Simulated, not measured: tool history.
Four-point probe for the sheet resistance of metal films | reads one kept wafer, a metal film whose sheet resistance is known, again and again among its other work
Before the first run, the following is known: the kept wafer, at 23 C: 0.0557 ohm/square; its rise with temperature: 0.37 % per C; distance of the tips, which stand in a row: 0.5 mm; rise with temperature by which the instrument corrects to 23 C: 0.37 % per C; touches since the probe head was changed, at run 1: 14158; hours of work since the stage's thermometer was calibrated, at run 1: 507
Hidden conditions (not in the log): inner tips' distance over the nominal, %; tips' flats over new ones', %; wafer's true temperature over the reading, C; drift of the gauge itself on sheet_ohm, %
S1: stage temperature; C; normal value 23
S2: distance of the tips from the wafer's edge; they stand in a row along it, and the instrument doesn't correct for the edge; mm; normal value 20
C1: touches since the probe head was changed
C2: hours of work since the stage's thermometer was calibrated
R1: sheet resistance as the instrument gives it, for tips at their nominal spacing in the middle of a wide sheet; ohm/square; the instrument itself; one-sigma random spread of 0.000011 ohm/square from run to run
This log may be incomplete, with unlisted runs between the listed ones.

run	hour	S1	S2	C1	C2	R1
1	0.0	23	20	14158	507	0.055929
2	31.9	26	20	14798	523	0.055903
3	57.1	26	20	15303	535	0.055901
4	78.3	26	20	15729	546	0.055907
5	119.4	26	20	16555	567	0.055918
6	139.4	31	20	16956	577	0.055879
7	158.5	31	20	17340	586	0.055887
8	188.5	25	43	17942	601	0.055899
9	232.7	25	43	18830	623	0.055904
10	259.5	24	61	19368	637	0.055916
11	279.7	24	61	19774	647	0.055904

Predict the results of run 12:
12	304.1	24	61	20263	659	?

Run 12 yielded R1 0.055927 ohm/square.
Were there no unlogged condition in the tool, this run, its random variation unchanged, would have produced R1 0.055700 ohm/square.
